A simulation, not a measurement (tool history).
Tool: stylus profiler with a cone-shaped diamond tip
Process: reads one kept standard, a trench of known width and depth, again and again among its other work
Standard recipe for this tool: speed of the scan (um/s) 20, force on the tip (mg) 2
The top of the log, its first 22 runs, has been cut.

run	day	speed of the scan (um/s)	force on the tip (mg)	depth of the trench (angstrom)	width of the trench's floor (nm)
23	66.529	20	2	1005.9	98260
24	70.692	20	2	1005.4	98280
25	73.55	13	5.43	1012.4	98340
26	77.808	7	4.21	1009.2	98320
27	81.404	20	2	1003.9	98240
28	85.142	20	2	1004.8	98260
29	87.2	9	1.64	1004.5	98290
30	89.738	16	1.08	1002.9	98280
31	93.858	7	3.76	1006.9	98290
32	97.062	6	5.36	1010.6	98340
33	100.017	11	1.56	1003.3	98280
34	101.817	7	1.45	1002.6	98280
35	103.804	7	1.45	1002.2	98290
36	108.092	6	0.82	999.7	98240
37	111.983	43	3.78	1006.1	98170
38	116.175	42	3.33	1005.7	98110
39	119.146	47	4.56	1007.7	98110
40	121.475	7	0.99	999.8	98260
41	123.417	22	1.31	1001.2	98160
42	126.129	22	1.39	1000.5	98140
43	128.8	29	2.93	1003	98130
44	132.679	24	2.95	1003.8	98180
45	136.946	22	0.93	998.8	98110

Each row is a separate what-if for the run after 45, all from the same tool condition, not one after another. Results?
A	140.667	24	2.61	?	?
B	140.667	15	1.75	?	?
C	140.667	49	1.67	?	?
D	140.667	16	2.16	?	?
E	140.667	14	1.85	?	?

run	depth of the trench (angstrom)	width of the trench's floor (nm)
A	1001.5	98140
B	999.5	98210
C	999.9	97930
D	1000.9	98220
E	1002.4	98230
Stripped of hidden state, with their random variation kept, the same runs would have yielded:
run	depth of the trench (angstrom)	width of the trench's floor (nm)
A	1006.7	98450
B	1004.6	98510
C	1005	98230
D	1006.1	98530
E	1007.5	98540
